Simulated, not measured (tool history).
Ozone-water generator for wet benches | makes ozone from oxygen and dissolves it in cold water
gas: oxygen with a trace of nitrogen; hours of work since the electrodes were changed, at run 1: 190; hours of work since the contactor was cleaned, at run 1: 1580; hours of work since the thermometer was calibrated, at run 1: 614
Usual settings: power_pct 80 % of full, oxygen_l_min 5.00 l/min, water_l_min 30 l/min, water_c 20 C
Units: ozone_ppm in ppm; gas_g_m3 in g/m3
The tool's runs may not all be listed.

run     day  power_pct  oxygen_l_min  water_l_min  water_c  hours of work since the electrodes were changed  hours of work since the contactor was cleaned  hours of work since the thermometer was calibrated  ozone_ppm  gas_g_m3
  1   0.000         80          5.00           30       20                                              190                                           1580                                                 614       20.5     291.1
  2   2.154         80          5.00           38       20                                              239                                           1629                                                 663       15.5     290.3
  3   3.971         80          5.00           38       20                                              280                                           1671                                                 705       15.7     290.3
  4   5.612         80          5.00           38       20                                              317                                           1708                                                 742       15.6     285.7
  5   7.717         80          5.00           38       20                                              365                                           1756                                                 790       15.4     287.9
  6   9.175         80          5.00           20       20                                              398                                           1789                                                 823       29.9     290.1
  7  11.450         80          5.00           20       20                                              450                                           1840                                                 874       29.5     286.5
  8  14.038         80          5.00           20       20                                              509                                           1899                                                 933       29.6     289.2
  9  17.267         80          5.00           20       20                                              582                                           1972                                                1006       29.3     285.7
 10  18.688         85          5.00           37       22                                              614                                           2005                                                1039       16.0     299.5
 11  20.971         85          3.35           24       22                                              666                                           2056                                                1090       22.0     335.0
 12  22.483         64          3.15           30       13                                              700                                           2091                                                1125       15.1     282.6
 13  25.833         80          5.00           31       20                                              776                                           2167                                                1201       18.8     284.9
 14  28.900         80          5.00           31       20                                              846                                           2236                                                1270       18.8     285.6
 15  31.800         80          7.69           31       20                                              912                                           2302                                                1336       21.6     247.0
 16  35.029         80          4.23           48       13                                              985                                           2376                                                1410       10.9     296.7
 17  38.338         43          3.98           30       26                                             1060                                           2451                                                1485       11.2     202.4
 18  40.517         84          5.17           30       20                                             1110                                           2500                                                1534       20.0     286.6

Forecast each of these 5 alternatives for the next run:
  A  42.121         51          5.17           30       20                                             1146                                           2537                                                1571          ?         ?
  B  42.121         80          5.00           30       17                                             1146                                           2537                                                1571          ?         ?
  C  42.121         84          5.00           30       28                                             1146                                           2537                                                1571          ?         ?
  D  42.121         74          5.32           23       20                                             1146                                           2537                                                1571          ?         ?
  E  42.121         54          2.82           47       20                                             1146                                           2537                                                1571          ?         ?

run  ozone_ppm  gas_g_m3
  A       14.5     209.7
  B       20.0     281.5
  C       18.2     290.2
  D       24.2     262.8
  E        6.8     257.7
Without the tool's hidden state the same runs would have given:
run  ozone_ppm  gas_g_m3
  A       16.0     214.6
  B       22.1     290.7
  C       20.1     299.9
  D       26.5     270.9
  E        7.5     264.0
